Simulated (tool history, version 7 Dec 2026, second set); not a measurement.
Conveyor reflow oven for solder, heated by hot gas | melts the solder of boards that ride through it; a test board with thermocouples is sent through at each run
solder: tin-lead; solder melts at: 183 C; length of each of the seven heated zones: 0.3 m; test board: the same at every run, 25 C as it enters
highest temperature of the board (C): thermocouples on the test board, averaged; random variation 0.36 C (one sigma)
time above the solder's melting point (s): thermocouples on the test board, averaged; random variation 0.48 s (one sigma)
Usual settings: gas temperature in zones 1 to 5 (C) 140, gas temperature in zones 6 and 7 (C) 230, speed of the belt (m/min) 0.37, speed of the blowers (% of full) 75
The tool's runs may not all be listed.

run,hour,gas temperature in zones 1 to 5 (C),gas temperature in zones 6 and 7 (C),speed of the belt (m/min),speed of the blowers (% of full),highest temperature of the board (C),time above the solder's melting point (s)
1,0,140,230,0.37,75,213.5,70.5
2,10.8,140,230,0.37,75,213.7,70.7
3,24.6,140,230,0.37,75,213.1,70.6
4,42.1,140,230,0.37,75,213.5,70.3
5,58.5,140,230,0.37,75,213.7,70.2
6,73.9,140,230,0.37,75,213.2,69.7
7,89.9,140,230,0.37,75,213.6,68.9
8,109,140,230,0.37,75,213,69
# hour 114.9: belt drive overhauled, speed set with a stopwatch
9,124.9,140,235,0.331,75,221.5,89.6
10,147.7,140,235,0.331,75,221.2,88
11,161.6,138,238,0.393,51,210.8,60.2
12,187.1,140,233,0.38,75,214.5,69.6
13,205.9,140,232,0.38,59,210.2,62.9
# hour 236.3: flux residue cleaned out of gas plates and filters
14,236.4,140,237,0.37,75,224.1,80.7
15,248.6,140,237,0.37,75,223.3,79.9
16,265.5,140,237,0.37,57,218.6,75.6

Forecast each of these 5 alternatives for the next run:
# hour 276.8: belt drive overhauled, speed set with a stopwatch, once more
A,284.4,140,237,0.371,57,?,?
# hour 276.8: belt drive overhauled, speed set with a stopwatch, once more
B,284.4,140,242,0.37,75,?,?
# hour 276.8: belt drive overhauled, speed set with a stopwatch, once more
C,284.4,140,224,0.414,75,?,?
# hour 276.8: belt drive overhauled, speed set with a stopwatch, once more
D,284.4,129,230,0.436,85,?,?
# hour 276.8: belt drive overhauled, speed set with a stopwatch, once more
E,284.4,140,237,0.367,63,?,?

run,highest temperature of the board (C),time above the solder's melting point (s)
A,217.9,73.7
B,227.5,82.5
C,207.6,55.7
D,211,53.2
E,219.6,77.7
Without the tool's hidden state the same runs would have given:
run,highest temperature of the board (C),time above the solder's melting point (s)
A,217.4,73.3
B,227,82.2
C,207.1,55.2
D,210.6,52.8
E,219.1,77.2
